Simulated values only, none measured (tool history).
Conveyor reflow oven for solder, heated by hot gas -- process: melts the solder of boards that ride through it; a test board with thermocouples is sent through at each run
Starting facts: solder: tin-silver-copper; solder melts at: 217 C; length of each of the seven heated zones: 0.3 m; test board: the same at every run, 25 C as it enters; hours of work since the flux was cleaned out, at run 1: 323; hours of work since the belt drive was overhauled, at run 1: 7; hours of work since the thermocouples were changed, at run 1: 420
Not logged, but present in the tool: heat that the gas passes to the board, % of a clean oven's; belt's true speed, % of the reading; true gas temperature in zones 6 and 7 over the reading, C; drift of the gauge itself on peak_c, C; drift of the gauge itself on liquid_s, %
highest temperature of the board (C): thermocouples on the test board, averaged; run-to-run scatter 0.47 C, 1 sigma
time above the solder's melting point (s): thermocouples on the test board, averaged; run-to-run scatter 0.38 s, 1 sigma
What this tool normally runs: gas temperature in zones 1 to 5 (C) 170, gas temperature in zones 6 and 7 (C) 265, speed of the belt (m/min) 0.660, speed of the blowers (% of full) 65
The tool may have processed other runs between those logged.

run,day,gas temperature in zones 1 to 5 (C),gas temperature in zones 6 and 7 (C),speed of the belt (m/min),speed of the blowers (% of full),hours of work since the flux was cleaned out,hours of work since the belt drive was overhauled,hours of work since the thermocouples were changed,highest temperature of the board (C),time above the solder's melting point (s)
1,0.000,170,265,0.660,65,323,7,420,247.9,37.0
2,0.446,170,265,0.660,65,330,14,427,247.0,37.0
3,0.958,170,265,0.660,65,337,22,435,247.8,36.9
4,1.629,170,265,0.758,65,347,32,445,242.8,28.8
5,2.325,170,265,0.758,65,358,42,455,242.6,29.1
# day 2.596: flux residue cleaned out of gas plates and filters
6,3.196,170,265,0.758,65,9,52,465,240.3,26.3
7,3.817,170,266,0.611,67,18,62,474,248.6,41.5

Run 8, settings as shown, results not yet in. Your forecast:
8,4.496,170,266,0.611,67,29,72,485,?,?

Run 8 came out at highest temperature of the board (C) 248.5, time above the solder's melting point (s) 41.4.
With the hidden condition absent and the run-to-run variation left alone, this run would have shown highest temperature of the board (C) 254.7, time above the solder's melting point (s) 45.8.
